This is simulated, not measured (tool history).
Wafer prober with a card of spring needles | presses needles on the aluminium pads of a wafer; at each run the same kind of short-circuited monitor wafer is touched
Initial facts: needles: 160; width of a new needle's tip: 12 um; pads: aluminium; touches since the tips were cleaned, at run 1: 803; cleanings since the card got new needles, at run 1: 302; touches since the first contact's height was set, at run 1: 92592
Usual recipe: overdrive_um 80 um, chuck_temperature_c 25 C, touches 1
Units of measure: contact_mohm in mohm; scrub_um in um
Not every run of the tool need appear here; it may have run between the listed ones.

run,hour,overdrive_um,chuck_temperature_c,touches,touches since the tips were cleaned,cleanings since the card got new needles,touches since the first contact's height was set,contact_mohm,scrub_um
1,0.0,80,25,1,803,302,92592,262,18.45
# hour 2.3: height of the first contact set anew
# hour 3.5: tips cleaned on abrasive film
# hour 7.6: tips cleaned on abrasive film
# hour 12.8: tips cleaned on abrasive film
# hour 18.0: tips cleaned on abrasive film
2,19.2,80,25,1,684,306,9801,266,18.19
# hour 22.3: tips cleaned on abrasive film
# hour 27.5: tips cleaned on abrasive film
# hour 32.7: tips cleaned on abrasive film
# hour 37.9: tips cleaned on abrasive film
# hour 43.1: tips cleaned on abrasive film
# hour 47.2: tips cleaned on abrasive film
# hour 59.2: card fitted with new needles
# hour 64.4: tips cleaned on abrasive film
3,64.4,92,25,1,0,1,3020,253,21.57
# hour 68.6: tips cleaned on abrasive film
# hour 73.8: tips cleaned on abrasive film
# hour 77.9: tips cleaned on abrasive film
# hour 82.1: tips cleaned on abrasive film
# hour 87.3: tips cleaned on abrasive film
# hour 91.5: tips cleaned on abrasive film
4,94.6,92,25,1,1882,7,20707,270,21.51
# hour 95.7: tips cleaned on abrasive film
# hour 99.9: tips cleaned on abrasive film
# hour 105.1: tips cleaned on abrasive film
# hour 109.3: tips cleaned on abrasive film
5,111.5,80,25,1,1322,11,30546,264,18.70
# hour 113.6: tips cleaned on abrasive film
# hour 117.8: tips cleaned on abrasive film
# hour 123.0: tips cleaned on abrasive film
# hour 127.2: tips cleaned on abrasive film
# hour 131.7: tips cleaned on abrasive film
6,131.7,80,32,1,0,16,42320,253,18.58
# hour 134.0: height of the first contact set anew, once more
# hour 136.2: tips cleaned on abrasive film
# hour 140.3: tips cleaned on abrasive film
# hour 145.5: tips cleaned on abrasive film
# hour 150.7: tips cleaned on abrasive film
7,152.4,75,25,1,1007,20,10733,263,17.55
# hour 155.6: tips cleaned on abrasive film
# hour 159.7: tips cleaned on abrasive film
# hour 164.9: tips cleaned on abrasive film
# hour 169.1: tips cleaned on abrasive film
8,173.0,75,25,1,2322,24,22782,271,17.47
# hour 174.1: tips cleaned on abrasive film
# hour 178.3: tips cleaned on abrasive film
# hour 183.5: tips cleaned on abrasive film
# hour 188.6: tips cleaned on abrasive film
9,192.1,75,25,1,2084,28,33984,269,17.37
# hour 193.3: tips cleaned on abrasive film
# hour 198.4: tips cleaned on abrasive film
# hour 202.6: tips cleaned on abrasive film
# hour 207.8: tips cleaned on abrasive film
# hour 213.0: tips cleaned on abrasive film
# hour 218.2: tips cleaned on abrasive film
10,218.5,80,25,1,199,34,49379,257,18.50
# hour 222.7: tips cleaned on abrasive film
# hour 226.9: tips cleaned on abrasive film
# hour 232.0: tips cleaned on abrasive film
# hour 237.2: tips cleaned on abrasive film
11,237.4,80,25,1,88,38,60408,258,18.50
# hour 241.6: tips cleaned on abrasive film
# hour 245.7: tips cleaned on abrasive film
# hour 250.9: tips cleaned on abrasive film
# hour 256.1: tips cleaned on abrasive film
12,256.4,80,25,1,181,42,71529,257,18.44
# hour 260.6: tips cleaned on abrasive film
# hour 265.8: tips cleaned on abrasive film
# hour 271.0: tips cleaned on abrasive film
# hour 276.1: tips cleaned on abrasive film
# hour 281.3: tips cleaned on abrasive film
# hour 285.9: tips cleaned on abrasive film
13,285.9,87,25,1,0,48,88790,259,19.97
# hour 290.1: tips cleaned on abrasive film
# hour 294.3: tips cleaned on abrasive film
# hour 295.6: height of the first contact set anew
# hour 299.7: tips cleaned on abrasive film
# hour 303.9: tips cleaned on abrasive film
14,304.1,60,27,1,127,52,4991,260,14.05
# hour 308.3: tips cleaned on abrasive film
# hour 312.5: tips cleaned on abrasive film
# hour 317.7: tips cleaned on abrasive film
# hour 322.8: tips cleaned on abrasive film
# hour 328.0: tips cleaned on abrasive film
# hour 333.2: tips cleaned on abrasive film
15,337.0,60,27,1,2284,58,24296,282,13.99
# hour 338.2: tips cleaned on abrasive film
# hour 342.3: tips cleaned on abrasive film
# hour 347.5: tips cleaned on abrasive film
# hour 352.7: tips cleaned on abrasive film
# hour 357.9: tips cleaned on abrasive film
# hour 363.1: tips cleaned on abrasive film
16,363.4,64,29,1,201,64,39694,261,14.78
# hour 367.6: tips cleaned on abrasive film
# hour 371.8: tips cleaned on abrasive film
# hour 375.9: tips cleaned on abrasive film
# hour 381.1: tips cleaned on abrasive film
17,384.6,80,26,3,2074,68,52103,261,18.62
# hour 385.7: tips cleaned on abrasive film
# hour 390.9: tips cleaned on abrasive film
# hour 396.1: tips cleaned on abrasive film
# hour 401.3: tips cleaned on abrasive film
18,402.2,80,26,3,556,72,62384,259,18.57
# hour 406.4: tips cleaned on abrasive film
# hour 411.6: tips cleaned on abrasive film
# hour 416.8: tips cleaned on abrasive film
# hour 422.0: tips cleaned on abrasive film
# hour 426.1: tips cleaned on abrasive film
# hour 431.2: tips cleaned on abrasive film
19,431.2,63,31,1,0,78,79323,263,14.51
# hour 435.4: tips cleaned on abrasive film
# hour 439.5: tips cleaned on abrasive film
# hour 444.7: tips cleaned on abrasive film
# hour 449.9: tips cleaned on abrasive film
20,450.4,68,25,1,276,82,90541,261,15.62
# hour 454.5: tips cleaned on abrasive film
# hour 456.9: height of the first contact set anew
# hour 460.0: tips cleaned on abrasive film
# hour 464.2: tips cleaned on abrasive film
# hour 469.4: tips cleaned on abrasive film
# hour 473.6: tips cleaned on abrasive film
21,475.2,60,41,1,1002,87,10729,272,14.02
# hour 478.4: tips cleaned on abrasive film
# hour 483.6: tips cleaned on abrasive film
# hour 488.8: tips cleaned on abrasive film
# hour 494.0: tips cleaned on abrasive film
22,494.3,60,41,1,207,91,21877,262,13.98
# hour 498.5: tips cleaned on abrasive film
# hour 503.7: tips cleaned on abrasive film
# hour 508.9: tips cleaned on abrasive film
23,512.8,60,41,1,2339,94,32724,283,13.96
# hour 513.9: tips cleaned on abrasive film
# hour 519.1: tips cleaned on abrasive film
# hour 524.3: tips cleaned on abrasive film
# hour 528.4: tips cleaned on abrasive film
24,528.8,69,68,1,244,98,42087,269,16.00
# hour 533.0: tips cleaned on abrasive film
# hour 538.2: tips cleaned on abrasive film
# hour 542.4: tips cleaned on abrasive film
# hour 547.6: tips cleaned on abrasive film
# hour 551.7: tips cleaned on abrasive film
25,555.4,87,41,1,2172,103,57634,275,20.15

Alternative continuations, all from the tool just after run 25; predict every row:
# hour 556.5: tips cleaned on abrasive film
# hour 561.7: tips cleaned on abrasive film
# hour 565.9: tips cleaned on abrasive film
# hour 571.0: tips cleaned on abrasive film
# hour 576.2: tips cleaned on abrasive film
A,576.8,75,109,2,363,108,70155,?,?
# hour 556.5: tips cleaned on abrasive film
# hour 561.7: tips cleaned on abrasive film
# hour 565.9: tips cleaned on abrasive film
# hour 571.0: tips cleaned on abrasive film
# hour 576.2: tips cleaned on abrasive film
B,576.8,70,36,1,363,108,70155,?,?
# hour 556.5: tips cleaned on abrasive film
# hour 561.7: tips cleaned on abrasive film
# hour 565.9: tips cleaned on abrasive film
# hour 571.0: tips cleaned on abrasive film
# hour 576.2: tips cleaned on abrasive film
C,576.8,70,25,2,363,108,70155,?,?

run,contact_mohm,scrub_um
A,279,17.23
B,262,16.17
C,256,16.21
Stripped of hidden state, with their random variation kept, the same runs would have yielded:
run,contact_mohm,scrub_um
A,277,17.46
B,257,16.41
C,253,16.45

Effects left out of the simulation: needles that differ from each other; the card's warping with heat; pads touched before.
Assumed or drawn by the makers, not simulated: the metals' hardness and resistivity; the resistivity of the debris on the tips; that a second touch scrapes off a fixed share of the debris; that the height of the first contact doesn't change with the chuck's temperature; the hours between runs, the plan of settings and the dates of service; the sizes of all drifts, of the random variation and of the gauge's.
